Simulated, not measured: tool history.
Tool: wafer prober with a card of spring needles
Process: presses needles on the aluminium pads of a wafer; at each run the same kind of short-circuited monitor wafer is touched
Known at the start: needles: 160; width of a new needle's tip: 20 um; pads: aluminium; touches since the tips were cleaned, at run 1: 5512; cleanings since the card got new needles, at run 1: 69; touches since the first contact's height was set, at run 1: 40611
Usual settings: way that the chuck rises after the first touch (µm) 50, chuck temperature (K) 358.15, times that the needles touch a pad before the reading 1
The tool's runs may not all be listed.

run,hour,way that the chuck rises after the first touch (µm),chuck temperature (K),times that the needles touch a pad before the reading,touches since the tips were cleaned,cleanings since the card got new needles,touches since the first contact's height was set,resistance of one needle with its contact and lead (mohm),way that a needle slides on the pad (µm)
1,0.0,50,358.15,1,5512,69,40611,406,6.204
# hour 7.3: tips cleaned on abrasive film
# hour 21.9: tips cleaned on abrasive film
# hour 40.1: tips cleaned on abrasive film
# hour 58.3: tips cleaned on abrasive film
# hour 62.3: height of the first contact set anew
# hour 73.2: tips cleaned on abrasive film
2,79.0,50,358.15,1,2938,74,8480,366,6.231
# hour 89.9: tips cleaned on abrasive film
# hour 108.2: tips cleaned on abrasive film
# hour 126.4: tips cleaned on abrasive film
# hour 144.6: tips cleaned on abrasive film
# hour 148.3: tips cleaned on abrasive film, once more
3,158.1,50,358.15,1,4987,79,48566,393,6.185
# hour 165.4: tips cleaned on abrasive film
# hour 183.6: tips cleaned on abrasive film
# hour 201.8: tips cleaned on abrasive film
# hour 205.7: height of the first contact set anew
# hour 220.3: tips cleaned on abrasive film
4,227.6,50,358.15,1,3717,83,11107,378,6.228
# hour 235.0: tips cleaned on abrasive film
# hour 249.6: tips cleaned on abrasive film
# hour 267.8: tips cleaned on abrasive film
# hour 286.0: tips cleaned on abrasive film
# hour 300.6: tips cleaned on abrasive film
# hour 316.7: tips cleaned on abrasive film
5,316.7,50,315.15,1,0,89,56260,294,6.179
# hour 334.9: tips cleaned on abrasive film
# hour 349.7: height of the first contact set anew
# hour 353.4: tips cleaned on abrasive film
# hour 371.6: tips cleaned on abrasive film
6,376.7,50,315.15,1,2600,92,13684,362,6.230
# hour 387.7: tips cleaned on abrasive film
# hour 405.9: tips cleaned on abrasive film
# hour 424.1: tips cleaned on abrasive film
# hour 440.9: tips cleaned on abrasive film
7,440.9,50,315.15,1,0,96,46193,295,6.183
# hour 459.1: tips cleaned on abrasive film
# hour 477.3: tips cleaned on abrasive film
# hour 492.0: height of the first contact set anew
# hour 495.8: tips cleaned on abrasive film
# hour 514.0: tips cleaned on abrasive film
# hour 528.6: tips cleaned on abrasive film
8,538.0,50,315.15,1,4816,101,23290,403,6.206
# hour 545.3: tips cleaned on abrasive film
# hour 563.5: tips cleaned on abrasive film
# hour 581.8: tips cleaned on abrasive film
9,595.2,50,315.15,1,6837,104,52295,436,6.187
# hour 598.9: tips cleaned on abrasive film
# hour 617.1: tips cleaned on abrasive film
# hour 635.3: tips cleaned on abrasive film
# hour 635.6: height of the first contact set anew
# hour 653.8: tips cleaned on abrasive film
10,655.5,50,361.15,1,877,108,10114,335,6.237
# hour 670.1: tips cleaned on abrasive film
# hour 688.3: tips cleaned on abrasive film
# hour 702.9: tips cleaned on abrasive film
# hour 720.2: tips cleaned on abrasive film
11,720.2,50,358.15,1,0,112,42930,305,6.207
# hour 738.5: tips cleaned on abrasive film
# hour 756.7: tips cleaned on abrasive film
12,763.6,50,358.15,1,3536,114,64939,384,6.184
# hour 774.6: tips cleaned on abrasive film
# hour 778.5: height of the first contact set anew
# hour 789.4: tips cleaned on abrasive film
# hour 807.6: tips cleaned on abrasive film
# hour 825.8: tips cleaned on abrasive film
13,827.7,50,358.15,1,936,118,24951,329,6.210
# hour 842.3: tips cleaned on abrasive film
# hour 860.5: tips cleaned on abrasive film
# hour 878.7: tips cleaned on abrasive film
14,890.3,50,358.15,1,5908,121,56720,421,6.192
# hour 894.0: tips cleaned on abrasive film
# hour 912.2: tips cleaned on abrasive film
# hour 919.7: height of the first contact set anew
# hour 930.7: tips cleaned on abrasive film
15,938.8,43,358.15,1,4150,124,9691,441,5.365
# hour 946.2: tips cleaned on abrasive film
# hour 964.4: tips cleaned on abrasive film
# hour 982.6: tips cleaned on abrasive film
# hour 1000.8: tips cleaned on abrasive film
16,1015.1,64,358.15,1,7321,128,48418,374,7.953
# hour 1018.9: tips cleaned on abrasive film
# hour 1033.5: tips cleaned on abrasive film
# hour 1051.7: tips cleaned on abrasive film
# hour 1062.8: height of the first contact set anew
# hour 1066.5: tips cleaned on abrasive film
# hour 1084.7: tips cleaned on abrasive film
# hour 1099.3: tips cleaned on abrasive film
# hour 1115.4: tips cleaned on abrasive film
17,1115.4,69,358.15,1,0,135,26610,295,8.573
# hour 1133.6: tips cleaned on abrasive film
# hour 1151.8: tips cleaned on abrasive film
18,1160.4,69,358.15,1,4412,137,49496,348,8.557
# hour 1167.8: tips cleaned on abrasive film
# hour 1186.0: tips cleaned on abrasive film
# hour 1200.6: tips cleaned on abrasive film
# hour 1204.5: height of the first contact set anew
# hour 1215.5: tips cleaned on abrasive film
# hour 1233.7: tips cleaned on abrasive film
19,1236.0,30,299.15,1,1200,142,15977,439,3.731
# hour 1250.6: tips cleaned on abrasive film
# hour 1265.2: tips cleaned on abrasive film
# hour 1283.4: tips cleaned on abrasive film
# hour 1301.6: tips cleaned on abrasive film
# hour 1319.8: tips cleaned on abrasive film
20,1333.8,36,351.15,1,7135,147,65599,573,4.428
# hour 1337.5: tips cleaned on abrasive film
# hour 1348.7: height of the first contact set anew
# hour 1352.4: tips cleaned on abrasive film
# hour 1370.6: tips cleaned on abrasive film
# hour 1388.8: tips cleaned on abrasive film
# hour 1403.4: tips cleaned on abrasive film
21,1414.9,44,312.15,1,5893,152,33603,456,5.457
# hour 1418.7: tips cleaned on abrasive film
# hour 1433.3: tips cleaned on abrasive film
# hour 1451.5: tips cleaned on abrasive film
# hour 1469.7: tips cleaned on abrasive film
22,1475.0,44,312.15,1,2708,156,64022,400,5.411
# hour 1485.9: tips cleaned on abrasive film
# hour 1489.9: height of the first contact set anew
# hour 1500.8: tips cleaned on abrasive film
# hour 1519.0: tips cleaned on abrasive film
23,1522.0,44,397.15,1,1537,159,16316,375,5.468
# hour 1536.6: tips cleaned on abrasive film
# hour 1554.8: tips cleaned on abrasive film
# hour 1573.0: tips cleaned on abrasive film
# hour 1587.6: tips cleaned on abrasive film
24,1599.5,44,397.15,1,6049,163,55618,457,5.433

Forecast each of these 4 alternatives for the next run:
# hour 1603.2: tips cleaned on abrasive film
# hour 1621.4: tips cleaned on abrasive film
# hour 1632.6: height of the first contact set anew
# hour 1636.3: tips cleaned on abrasive film
# hour 1654.5: tips cleaned on abrasive film
A,1668.9,50,358.15,1,7329,167,18413,?,?
# hour 1603.2: tips cleaned on abrasive film
# hour 1621.4: tips cleaned on abrasive film
# hour 1632.6: height of the first contact set anew
# hour 1636.3: tips cleaned on abrasive film
# hour 1654.5: tips cleaned on abrasive film
B,1668.9,42,358.15,1,7329,167,18413,?,?
# hour 1603.2: tips cleaned on abrasive film
# hour 1621.4: tips cleaned on abrasive film
# hour 1632.6: height of the first contact set anew
# hour 1636.3: tips cleaned on abrasive film
# hour 1654.5: tips cleaned on abrasive film
C,1668.9,50,358.15,3,7329,167,18413,?,?
# hour 1603.2: tips cleaned on abrasive film
# hour 1621.4: tips cleaned on abrasive film
# hour 1632.6: height of the first contact set anew
# hour 1636.3: tips cleaned on abrasive film
# hour 1654.5: tips cleaned on abrasive film
D,1668.9,44,397.15,1,7329,167,18413,?,?

run,resistance of one needle with its contact and lead (mohm),way that a needle slides on the pad (µm)
A,450,6.212
B,516,5.219
C,353,6.224
D,497,5.475
Without the tool's hidden state the same runs would have given:
run,resistance of one needle with its contact and lead (mohm),way that a needle slides on the pad (µm)
A,290,6.235
B,294,5.242
C,292,6.247
D,305,5.498
